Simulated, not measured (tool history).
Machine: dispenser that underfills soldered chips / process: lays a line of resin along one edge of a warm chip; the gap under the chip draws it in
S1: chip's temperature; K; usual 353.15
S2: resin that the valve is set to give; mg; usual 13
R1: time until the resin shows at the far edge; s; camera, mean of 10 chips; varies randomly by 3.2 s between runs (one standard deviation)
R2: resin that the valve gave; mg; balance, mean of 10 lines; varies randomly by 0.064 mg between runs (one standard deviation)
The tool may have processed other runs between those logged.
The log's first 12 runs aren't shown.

| run | day | S1 | S2 | R1 | R2 |
|---|---|---|---|---|---|
|  | 3.754 | new syringe of resin |
| 13 | 3.975 | 349.15 | 12.1 | 499.3 | 11.8 |
| 14 | 4.25 | 349.15 | 12.1 | 707 | 11.86 |
|  | 4.412 | new syringe of resin |
| 15 | 4.504 | 353.15 | 11.9 | 347.4 | 11.57 |
| 16 | 4.796 | 353.15 | 11.2 | 505.1 | 10.99 |
|  | 5.071 | new syringe of resin |
| 17 | 5.217 | 353.15 | 13 | 362.7 | 12.71 |
| 18 | 5.504 | 353.15 | 13 | 516.9 | 12.52 |
|  | 5.746 | new syringe of resin |
| 19 | 5.746 | 353.15 | 13 | 305.1 | 12.61 |
| 20 | 6.146 | 353.15 | 13 | 494.2 | 12.46 |
|  | 6.404 | new syringe of resin |
| 21 | 6.433 | 357.15 | 13.8 | 252.9 | 13.21 |
| 22 | 6.75 | 366.15 | 16.4 | 237.9 | 15.81 |
| 23 | 6.958 | 339.15 | 11.4 | 1246.8 | 10.9 |
|  | 7.071 | new syringe of resin |
| 24 | 7.317 | 338.15 | 14.1 | 913.1 | 13.42 |
|  | 7.746 | new syringe of resin |
| 25 | 7.754 | 338.15 | 14.1 | 652.8 | 13.24 |
| 26 | 8.075 | 338.15 | 14.1 | 969 | 13.35 |
|  | 8.417 | new syringe of resin |
| 27 | 8.467 | 341.15 | 14.2 | 574.8 | 13.32 |
| 28 | 8.904 | 341.15 | 14.2 | 979.7 | 13.29 |
|  | 9.083 | new syringe of resin |
| 29 | 9.15 | 341.15 | 14.2 | 598.5 | 13.24 |
|  | 9.425 | dispensing valve cleaned and set on the balance |
| 30 | 9.654 | 364.15 | 11.7 | 346 | 11.69 |
|  | 9.804 | new syringe of resin |
| 31 | 9.879 | 344.15 | 13 | 511.9 | 12.85 |
| 32 | 10.321 | 362.15 | 13.4 | 368.8 | 13.24 |
|  | 10.492 | new syringe of resin |
| 33 | 10.621 | 354.15 | 16.8 | 325 | 16.55 |
| 34 | 10.825 | 359.15 | 13.9 | 334.6 | 13.69 |
| 35 | 11.079 | 348.15 | 16.8 | 760.9 | 16.43 |
|  | 11.154 | new syringe of resin |
| 36 | 11.412 | 355.15 | 11.1 | 401.6 | 10.93 |

Here are 3 independent what-if runs from the current tool condition. What would each one return?
|  | 11.825 | new syringe of resin |
| A | 11.825 | 355.15 | 11.8 | ? | ? |
|  | 11.825 | new syringe of resin |
| B | 11.825 | 340.15 | 13 | ? | ? |
|  | 11.825 | new syringe of resin |
| C | 11.825 | 346.15 | 13 | ? | ? |

| run | R1 | R2 |
|---|---|---|
| A | 281.8 | 11.43 |
| B | 589.5 | 12.66 |
| C | 434.9 | 12.64 |
With the hidden condition removed and each run's random variation left untouched, the same runs would have given:
| run | R1 | R2 |
|---|---|---|
| A | 298.1 | 11.74 |
| B | 628.5 | 13 |
| C | 462.6 | 12.99 |
